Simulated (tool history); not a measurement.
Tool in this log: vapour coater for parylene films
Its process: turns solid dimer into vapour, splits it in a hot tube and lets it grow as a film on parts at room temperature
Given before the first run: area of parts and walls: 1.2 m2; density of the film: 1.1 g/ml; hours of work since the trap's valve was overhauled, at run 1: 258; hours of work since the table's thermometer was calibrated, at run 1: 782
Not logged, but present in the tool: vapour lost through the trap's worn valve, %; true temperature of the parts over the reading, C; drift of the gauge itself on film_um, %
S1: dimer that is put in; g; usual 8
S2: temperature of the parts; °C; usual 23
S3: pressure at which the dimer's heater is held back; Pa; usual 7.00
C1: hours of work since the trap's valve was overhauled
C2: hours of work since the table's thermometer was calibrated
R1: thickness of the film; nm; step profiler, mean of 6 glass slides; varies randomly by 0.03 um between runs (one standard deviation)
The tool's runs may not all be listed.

run,hour,S1,S2,S3,C1,C2,R1
1,0.0,8,23,7.00,258,782,2730
# hour 6.8: trap's valve overhauled
2,29.1,8,23,7.00,17,800,2610
3,57.4,8,23,7.00,38,822,2660
# hour 71.1: trap's valve overhauled, once more
4,92.5,8,23,7.00,16,845,2940
5,110.4,8,23,7.00,29,858,2960
6,138.3,8,23,7.00,50,879,2920
7,157.9,8,23,7.00,65,894,2910
8,182.5,8,23,5.58,84,913,3100
9,206.0,8,23,5.58,101,930,3030
10,223.6,8,23,5.58,114,943,3000
11,244.8,8,23,5.58,130,959,3050
12,269.6,8,23,5.58,149,978,3010
13,297.9,8,23,5.58,170,999,2980
14,316.7,8,23,7.00,184,1013,2810
15,331.4,8,23,7.00,195,1024,2780
16,363.8,8,23,7.00,220,1049,2800
# hour 387.1: table's thermometer calibrated
17,396.1,8,23,4.47,243,7,2980
# hour 421.7: trap's valve overhauled
18,422.7,4,18,9.25,1,24,1650
19,445.9,6,30,7.00,18,41,1610
20,477.3,6,30,11.10,42,65,1430
21,507.0,6,30,11.10,64,87,1480
22,538.7,8,20,4.79,88,111,3420
23,561.9,8,26,11.08,105,128,2210
24,593.9,8,26,11.08,129,152,2250
25,616.0,4,23,4.30,146,169,1550
26,638.9,4,31,3.52,163,186,1220
27,654.7,4,24,3.64,175,198,1570
28,681.9,4,23,7.00,195,218,1340
29,712.7,9,30,3.42,218,241,2740
30,736.7,13,29,6.01,236,259,3520
31,752.6,6,26,2.24,248,271,2400

Across each entry between runs, compare the hidden state at the last listed run before it with the hidden state at the first listed run after it:
Run 1 -> run 2: trap's valve overhauled (hour 6.8)
  vapour lost through the trap's worn valve, %: 7.4 -> 10.7; true temperature of the parts over the reading, C: -0.46 -> -0.47
  measured value less the no-hidden-state value, R1: -170 -> -260 nm
Run 3 -> run 4: trap's valve overhauled, once more (hour 71.1)
  vapour lost through the trap's worn valve, %: 11.4 -> 0.7; true temperature of the parts over the reading, C: -0.49 -> -0.5
  measured value less the no-hidden-state value, R1: -290 -> +30 nm
Run 16 -> run 17: table's thermometer calibrated (hour 387.1)
  vapour lost through the trap's worn valve, %: 6.2 -> 6.9; true temperature of the parts over the reading, C: -0.64 -> 0.17
  measured value less the no-hidden-state value, R1: -110 -> -240 nm
Run 17 -> run 18: trap's valve overhauled (hour 421.7)
  vapour lost through the trap's worn valve, %: 6.9 -> 0.8; true temperature of the parts over the reading, C: 0.17 -> 0.16
  measured value less the no-hidden-state value, R1: -240 -> -20 nm
